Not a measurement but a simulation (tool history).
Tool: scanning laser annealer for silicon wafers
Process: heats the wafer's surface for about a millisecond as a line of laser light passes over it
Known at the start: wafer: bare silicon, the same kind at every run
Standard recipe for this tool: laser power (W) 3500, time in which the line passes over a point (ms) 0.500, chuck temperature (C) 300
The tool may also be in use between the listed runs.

run,hour,laser power (W),time in which the line passes over a point (ms),chuck temperature (C),highest temperature of the surface (C)
1,0.0,3500,0.500,300,1111
2,55.9,3500,0.500,328,1140
3,104.3,3500,0.500,328,1134
4,154.6,3500,0.500,300,1106
5,188.7,3500,0.500,311,1114
6,219.6,3500,0.584,311,1173
7,264.9,3500,0.584,311,1175
8,291.9,3500,0.584,311,1167
9,344.8,3500,0.584,311,1168
10,368.8,3500,0.500,300,1093
11,398.6,3500,0.500,300,1092
12,442.6,3500,0.500,300,1090
# hour 468.3: window over the wafer cleaned
13,484.3,3500,0.500,300,1114
14,519.9,3679,0.477,329,1166
15,543.4,3290,0.350,294,927
16,574.8,3290,0.350,294,926
17,598.5,3290,0.350,294,924
18,631.0,3786,0.396,294,1078
19,686.3,3786,0.422,294,1098
20,724.7,3491,0.558,288,1126
21,774.1,3267,0.558,286,1058
22,809.8,3267,0.558,286,1057
23,851.2,3267,0.558,286,1055
24,908.2,3821,0.376,300,1055
25,950.0,3152,0.500,300,996

Alternative continuations, all from the tool just after run 25; predict every row:
# hour 976.6: window over the wafer cleaned
A,983.1,3500,0.476,274,?
# hour 976.6: window over the wafer cleaned
B,983.1,3268,0.500,339,?
# hour 976.6: window over the wafer cleaned
C,983.1,3152,0.500,274,?
# hour 976.6: window over the wafer cleaned
D,983.1,3813,0.488,300,?
# hour 976.6: window over the wafer cleaned
E,983.1,3613,0.613,264,?

run,highest temperature of the surface (C)
A,1065
B,1094
C,996
D,1183
E,1186
The same runs, with their run-to-run variation unchanged, on a tool lacking any hidden condition would have given:
run,highest temperature of the surface (C)
A,1077
B,1105
C,1007
D,1196
E,1199
